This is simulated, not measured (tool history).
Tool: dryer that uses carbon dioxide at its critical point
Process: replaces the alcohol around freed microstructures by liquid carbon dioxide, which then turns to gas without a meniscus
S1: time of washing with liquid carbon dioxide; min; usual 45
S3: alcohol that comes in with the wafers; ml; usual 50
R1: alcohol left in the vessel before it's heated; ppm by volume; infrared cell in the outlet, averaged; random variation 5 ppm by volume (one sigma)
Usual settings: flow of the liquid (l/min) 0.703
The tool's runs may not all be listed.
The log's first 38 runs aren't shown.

{"run": 39, "day": 13.167, "S1": 30, "flow of the liquid (l/min)": 0.703, "S3": 113, "R1": 764}
{"run": 40, "day": 13.454, "S1": 48, "flow of the liquid (l/min)": 1.031, "S3": 31, "R1": 86}
{"run": 41, "day": 13.892, "S1": 48, "flow of the liquid (l/min)": 1.031, "S3": 31, "R1": 77}
{"run": 42, "day": 14.221, "S1": 70, "flow of the liquid (l/min)": 0.703, "S3": 50, "R1": 80}
{"run": 43, "day": 14.508, "S1": 70, "flow of the liquid (l/min)": 0.703, "S3": 50, "R1": 70}
{"run": 44, "day": 14.788, "S1": 40, "flow of the liquid (l/min)": 0.977, "S3": 50, "R1": 86}
{"run": 45, "day": 15.092, "S1": 31, "flow of the liquid (l/min)": 0.668, "S3": 50, "R1": 409}
{"run": 46, "day": 15.429, "S1": 31, "flow of the liquid (l/min)": 0.498, "S3": 76, "R1": 1426}

4 ways to go on from here, each from the tool as it stands after run 46. What would each give?
{"day": 15.567, "done": "inlet filter changed"}
{"run": "A", "day": 15.917, "S1": 64, "flow of the liquid (l/min)": 0.447, "S3": 43, "R1": "?"}
{"day": 15.567, "done": "inlet filter changed"}
{"run": "B", "day": 15.917, "S1": 68, "flow of the liquid (l/min)": 0.498, "S3": 76, "R1": "?"}
{"day": 15.567, "done": "inlet filter changed"}
{"run": "C", "day": 15.917, "S1": 38, "flow of the liquid (l/min)": 0.951, "S3": 76, "R1": "?"}
{"day": 15.567, "done": "inlet filter changed"}
{"run": "D", "day": 15.917, "S1": 45, "flow of the liquid (l/min)": 0.423, "S3": 77, "R1": "?"}

run=A R1=138
run=B R1=120
run=C R1=112
run=D R1=577
Without the tool's hidden state the same runs would have given:
run=A R1=50
run=B R1=34
run=C R1=26
run=D R1=484
